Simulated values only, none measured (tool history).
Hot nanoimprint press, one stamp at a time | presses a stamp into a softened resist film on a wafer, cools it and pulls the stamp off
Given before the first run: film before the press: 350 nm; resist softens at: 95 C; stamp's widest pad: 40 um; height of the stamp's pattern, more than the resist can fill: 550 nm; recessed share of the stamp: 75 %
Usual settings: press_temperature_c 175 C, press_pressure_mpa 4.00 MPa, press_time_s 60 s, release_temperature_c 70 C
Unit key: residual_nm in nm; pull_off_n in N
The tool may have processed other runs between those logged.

{"run": 1, "hour": 0.0, "press_temperature_c": 175, "press_pressure_mpa": 4.0, "press_time_s": 60, "release_temperature_c": 70, "residual_nm": 133.0, "pull_off_n": 165}
{"run": 2, "hour": 10.3, "press_temperature_c": 175, "press_pressure_mpa": 4.0, "press_time_s": 60, "release_temperature_c": 70, "residual_nm": 131.3, "pull_off_n": 169}
{"run": 3, "hour": 25.9, "press_temperature_c": 175, "press_pressure_mpa": 4.0, "press_time_s": 60, "release_temperature_c": 70, "residual_nm": 132.1, "pull_off_n": 163}
{"run": 4, "hour": 52.5, "press_temperature_c": 175, "press_pressure_mpa": 4.0, "press_time_s": 102, "release_temperature_c": 70, "residual_nm": 104.2, "pull_off_n": 160}
{"run": 5, "hour": 70.7, "press_temperature_c": 176, "press_pressure_mpa": 4.0, "press_time_s": 60, "release_temperature_c": 70, "residual_nm": 125.5, "pull_off_n": 159}
{"run": 6, "hour": 81.1, "press_temperature_c": 175, "press_pressure_mpa": 4.0, "press_time_s": 60, "release_temperature_c": 70, "residual_nm": 132.0, "pull_off_n": 164}
{"run": 7, "hour": 103.7, "press_temperature_c": 175, "press_pressure_mpa": 4.0, "press_time_s": 60, "release_temperature_c": 70, "residual_nm": 129.8, "pull_off_n": 161}
{"run": 8, "hour": 120.6, "press_temperature_c": 175, "press_pressure_mpa": 4.0, "press_time_s": 60, "release_temperature_c": 70, "residual_nm": 129.3, "pull_off_n": 163}
{"run": 9, "hour": 141.7, "press_temperature_c": 175, "press_pressure_mpa": 4.0, "press_time_s": 106, "release_temperature_c": 70, "residual_nm": 101.2, "pull_off_n": 167}
{"run": 10, "hour": 158.4, "press_temperature_c": 175, "press_pressure_mpa": 4.0, "press_time_s": 106, "release_temperature_c": 70, "residual_nm": 101.5, "pull_off_n": 169}
{"run": 11, "hour": 178.1, "press_temperature_c": 175, "press_pressure_mpa": 3.49, "press_time_s": 106, "release_temperature_c": 70, "residual_nm": 106.6, "pull_off_n": 162}
{"run": 12, "hour": 193.6, "press_temperature_c": 175, "press_pressure_mpa": 4.0, "press_time_s": 60, "release_temperature_c": 70, "residual_nm": 127.3, "pull_off_n": 166}
{"run": 13, "hour": 204.1, "press_temperature_c": 175, "press_pressure_mpa": 3.6, "press_time_s": 103, "release_temperature_c": 70, "residual_nm": 108.9, "pull_off_n": 163}
{"run": 14, "hour": 217.2, "press_temperature_c": 175, "press_pressure_mpa": 5.45, "press_time_s": 88, "release_temperature_c": 70, "residual_nm": 96.7, "pull_off_n": 167}
{"run": 15, "hour": 229.3, "press_temperature_c": 175, "press_pressure_mpa": 4.96, "press_time_s": 88, "release_temperature_c": 70, "residual_nm": 101.0, "pull_off_n": 164}
{"run": 16, "hour": 244.4, "press_temperature_c": 171, "press_pressure_mpa": 5.43, "press_time_s": 41, "release_temperature_c": 76, "residual_nm": 165.1, "pull_off_n": 135}
{"run": 17, "hour": 254.3, "press_temperature_c": 171, "press_pressure_mpa": 5.43, "press_time_s": 41, "release_temperature_c": 76, "residual_nm": 162.5, "pull_off_n": 134}
{"run": 18, "hour": 269.8, "press_temperature_c": 171, "press_pressure_mpa": 5.43, "press_time_s": 41, "release_temperature_c": 76, "residual_nm": 162.4, "pull_off_n": 138}
{"run": 19, "hour": 285.0, "press_temperature_c": 171, "press_pressure_mpa": 5.43, "press_time_s": 31, "release_temperature_c": 78, "residual_nm": 180.8, "pull_off_n": 127}
{"run": 20, "hour": 298.9, "press_temperature_c": 171, "press_pressure_mpa": 2.87, "press_time_s": 31, "release_temperature_c": 78, "residual_nm": 221.8, "pull_off_n": 129}
{"run": 21, "hour": 310.8, "press_temperature_c": 171, "press_pressure_mpa": 2.87, "press_time_s": 31, "release_temperature_c": 78, "residual_nm": 222.5, "pull_off_n": 133}
{"run": 22, "hour": 321.9, "press_temperature_c": 168, "press_pressure_mpa": 4.71, "press_time_s": 74, "release_temperature_c": 77, "residual_nm": 155.5, "pull_off_n": 133}
{"run": 23, "hour": 343.7, "press_temperature_c": 168, "press_pressure_mpa": 3.23, "press_time_s": 74, "release_temperature_c": 77, "residual_nm": 179.3, "pull_off_n": 134}
{"run": 24, "hour": 361.7, "press_temperature_c": 178, "press_pressure_mpa": 3.81, "press_time_s": 78, "release_temperature_c": 59, "residual_nm": 102.7, "pull_off_n": 232}

Withheld: 2 entries from between the runs. Position of each, and hidden state at the listed run before versus the listed run after:
From run 3 to run 4: stamp cleaned and given a new release coat (hour 52.0)
  true temperature over the reading, C: -0.03 -> -0.04; grip of the stamp's worn release coat, % over a new coat's: 1.5 -> 0; drift of the gauge itself on residual_nm, %: -0.37 -> -0.67
  measured less the result without the state, residual_nm: -0.2 -> -0.5 nm; pull_off_n: +3 -> +0 N
From run 12 to run 13: gauge calibrated (hour 198.6)
  drift of the gauge itself on residual_nm, %: -2.7 -> -0.08
  measured less the result without the state, residual_nm: -3.1 -> +0.3 nm; pull_off_n: +1 -> +2 N
